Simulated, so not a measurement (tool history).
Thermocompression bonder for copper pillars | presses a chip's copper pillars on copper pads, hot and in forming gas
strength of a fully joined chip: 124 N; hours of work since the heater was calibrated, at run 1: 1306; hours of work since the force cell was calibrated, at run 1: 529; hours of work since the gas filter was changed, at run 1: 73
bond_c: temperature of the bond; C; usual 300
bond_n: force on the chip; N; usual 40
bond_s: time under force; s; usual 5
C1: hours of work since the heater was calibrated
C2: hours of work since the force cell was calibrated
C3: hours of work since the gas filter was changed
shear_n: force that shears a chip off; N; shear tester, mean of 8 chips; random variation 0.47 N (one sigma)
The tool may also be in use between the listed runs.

run 1 day=0.000 | bond_c=300 bond_n=40 bond_s=5 | C1=1306 C2=529 C3=73 | shear_n=53.1
run 2 day=2.229 | bond_c=300 bond_n=40 bond_s=3 | C1=1345 C2=568 C3=112 | shear_n=43.7
run 3 day=3.850 | bond_c=300 bond_n=40 bond_s=3 | C1=1373 C2=596 C3=140 | shear_n=44.3
run 4 day=5.842 | bond_c=300 bond_n=40 bond_s=5 | C1=1408 C2=631 C3=175 | shear_n=52.2
run 5 day=7.712 | bond_c=300 bond_n=40 bond_s=5 | C1=1441 C2=663 C3=208 | shear_n=52.7
-- day=8.908 forming gas filter changed
run 6 day=9.612 | bond_c=300 bond_n=40 bond_s=5 | C1=1473 C2=696 C3=12 | shear_n=53.3
run 7 day=11.054 | bond_c=300 bond_n=40 bond_s=5 | C1=1498 C2=721 C3=38 | shear_n=53.4

Forecast run 8:
run 8 day=13.383 | bond_c=300 bond_n=40 bond_s=6 | C1=1539 C2=762 C3=78 | shear_n=?

{"run 8": {"shear_n": 56.7}}
Without the tool's hidden state the same run would have given shear_n 57.0 N.
